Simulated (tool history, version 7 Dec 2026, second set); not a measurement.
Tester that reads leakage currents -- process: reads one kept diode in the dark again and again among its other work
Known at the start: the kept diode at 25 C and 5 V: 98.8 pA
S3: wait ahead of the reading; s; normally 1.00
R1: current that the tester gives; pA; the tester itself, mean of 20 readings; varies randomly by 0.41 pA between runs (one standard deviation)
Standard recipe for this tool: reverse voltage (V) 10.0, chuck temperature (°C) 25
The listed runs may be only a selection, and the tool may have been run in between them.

run 1 day=0.000 | reverse_voltage_(V)=10.0 chuck_temperature_(°C)=25 S3=1.00 | R1=134.27
run 2 day=4.254 | reverse_voltage_(V)=10.0 chuck_temperature_(°C)=25 S3=1.00 | R1=134.62
run 3 day=13.217 | reverse_voltage_(V)=10.0 chuck_temperature_(°C)=25 S3=2.03 | R1=132.98
run 4 day=21.933 | reverse_voltage_(V)=10.0 chuck_temperature_(°C)=25 S3=6.90 | R1=132.38
run 5 day=29.396 | reverse_voltage_(V)=10.0 chuck_temperature_(°C)=25 S3=6.90 | R1=132.51
run 6 day=37.096 | reverse_voltage_(V)=10.0 chuck_temperature_(°C)=25 S3=6.90 | R1=132.25
run 7 day=41.812 | reverse_voltage_(V)=3.1 chuck_temperature_(°C)=25 S3=6.90 | R1=78.55
run 8 day=48.846 | reverse_voltage_(V)=3.1 chuck_temperature_(°C)=25 S3=6.90 | R1=78.46
run 9 day=55.250 | reverse_voltage_(V)=3.1 chuck_temperature_(°C)=25 S3=6.90 | R1=78.72
run 10 day=59.354 | reverse_voltage_(V)=1.0 chuck_temperature_(°C)=25 S3=1.00 | R1=47.81
run 11 day=66.792 | reverse_voltage_(V)=1.0 chuck_temperature_(°C)=25 S3=1.29 | R1=47.48
run 12 day=73.125 | reverse_voltage_(V)=1.0 chuck_temperature_(°C)=25 S3=1.29 | R1=47.24
run 13 day=82.483 | reverse_voltage_(V)=10.0 chuck_temperature_(°C)=23 S3=3.86 | R1=112.51
run 14 day=89.562 | reverse_voltage_(V)=15.4 chuck_temperature_(°C)=49 S3=1.16 | R1=943.22
run 15 day=96.354 | reverse_voltage_(V)=15.4 chuck_temperature_(°C)=49 S3=1.16 | R1=934.25
run 16 day=100.188 | reverse_voltage_(V)=8.8 chuck_temperature_(°C)=51 S3=1.00 | R1=844.01
run 17 day=109.183 | reverse_voltage_(V)=18.5 chuck_temperature_(°C)=47 S3=0.95 | R1=877.17
run 18 day=113.275 | reverse_voltage_(V)=1.3 chuck_temperature_(°C)=26 S3=2.95 | R1=57.35
-- day=117.354 chuck's temperature calibrated
run 19 day=117.354 | reverse_voltage_(V)=3.0 chuck_temperature_(°C)=29 S3=0.46 | R1=109.39
run 20 day=125.558 | reverse_voltage_(V)=3.0 chuck_temperature_(°C)=29 S3=0.46 | R1=109.07
run 21 day=134.967 | reverse_voltage_(V)=10.0 chuck_temperature_(°C)=21 S3=1.00 | R1=99.69
-- day=136.058 probe card cleaned and baked
run 22 day=140.729 | reverse_voltage_(V)=3.1 chuck_temperature_(°C)=21 S3=1.00 | R1=57.74
run 23 day=148.042 | reverse_voltage_(V)=3.1 chuck_temperature_(°C)=25 S3=1.00 | R1=79.08

Each row is a separate what-if for the run after 23, all from the same tool condition, not one after another. Results?
run A day=156.779 | reverse_voltage_(V)=4.7 chuck_temperature_(°C)=31 S3=1.00 | R1=?
run B day=156.779 | reverse_voltage_(V)=10.0 chuck_temperature_(°C)=20 S3=1.00 | R1=?
run C day=156.779 | reverse_voltage_(V)=7.1 chuck_temperature_(°C)=25 S3=2.23 | R1=?

run=A R1=152.70
run=B R1=89.15
run=C R1=113.56
Stripped of hidden state, with their random variation kept, the same runs would have yielded:
run=A R1=155.74
run=B R1=90.72
run=C R1=115.75

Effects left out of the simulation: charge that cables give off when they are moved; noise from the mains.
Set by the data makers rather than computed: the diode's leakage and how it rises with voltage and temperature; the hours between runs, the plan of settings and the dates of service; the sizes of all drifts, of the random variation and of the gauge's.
